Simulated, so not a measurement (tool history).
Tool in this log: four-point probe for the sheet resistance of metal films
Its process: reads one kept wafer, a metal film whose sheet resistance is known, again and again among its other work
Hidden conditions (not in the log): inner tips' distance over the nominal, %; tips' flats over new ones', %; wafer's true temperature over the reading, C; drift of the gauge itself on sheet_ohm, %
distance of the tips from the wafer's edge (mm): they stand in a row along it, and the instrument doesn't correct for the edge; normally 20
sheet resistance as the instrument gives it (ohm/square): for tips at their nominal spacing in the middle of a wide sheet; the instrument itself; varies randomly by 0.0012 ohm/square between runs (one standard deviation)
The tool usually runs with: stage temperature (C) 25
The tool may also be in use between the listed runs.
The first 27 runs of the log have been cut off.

| run | hour | stage temperature (C) | distance of the tips from the wafer's edge (mm) | touches since the probe head was changed | hours of work since the stage's thermometer was calibrated | sheet resistance as the instrument gives it (ohm/square) |
|---|---|---|---|---|---|---|
| 28 | 1012.5 | 33 | 12 | 56651 | 874 | 5.811570 |
| 29 | 1054.5 | 30 | 5 | 58454 | 907 | 5.978393 |
| 30 | 1092.9 | 23 | 65 | 60105 | 937 | 5.797328 |
| 31 | 1119.0 | 23 | 65 | 61224 | 957 | 5.798619 |
| 32 | 1159.3 | 23 | 5 | 62955 | 989 | 5.989920 |
| 33 | 1186.9 | 23 | 7 | 64137 | 1011 | 5.896335 |
| 34 | 1234.5 | 30 | 20 | 66181 | 1048 | 5.795544 |
| 35 | 1266.8 | 26 | 60 | 67568 | 1073 | 5.793254 |
| 36 | 1299.7 | 26 | 60 | 68980 | 1099 | 5.792335 |
| 37 | 1325.1 | 29 | 27 | 70071 | 1119 | 5.791204 |
| 38 | 1351.4 | 19 | 16 | 71201 | 1140 | 5.825177 |
| 39 | 1389.3 | 23 | 9 | 72828 | 1169 | 5.858697 |
| 40 | 1444.1 | 33 | 11 | 75180 | 1212 | 5.818558 |
| 41 | 1492.2 | 31 | 25 | 77246 | 1250 | 5.789580 |

Run 42 comes next. What will it give?
| 42 | 1533.0 | 24 | 20 | 78999 | 1282 | ? |

{"run 42": {"sheet resistance as the instrument gives it (ohm/square)": 5.808109}}
Had the tool carried no hidden state, the very same run would have given sheet resistance as the instrument gives it (ohm/square) 5.808312.

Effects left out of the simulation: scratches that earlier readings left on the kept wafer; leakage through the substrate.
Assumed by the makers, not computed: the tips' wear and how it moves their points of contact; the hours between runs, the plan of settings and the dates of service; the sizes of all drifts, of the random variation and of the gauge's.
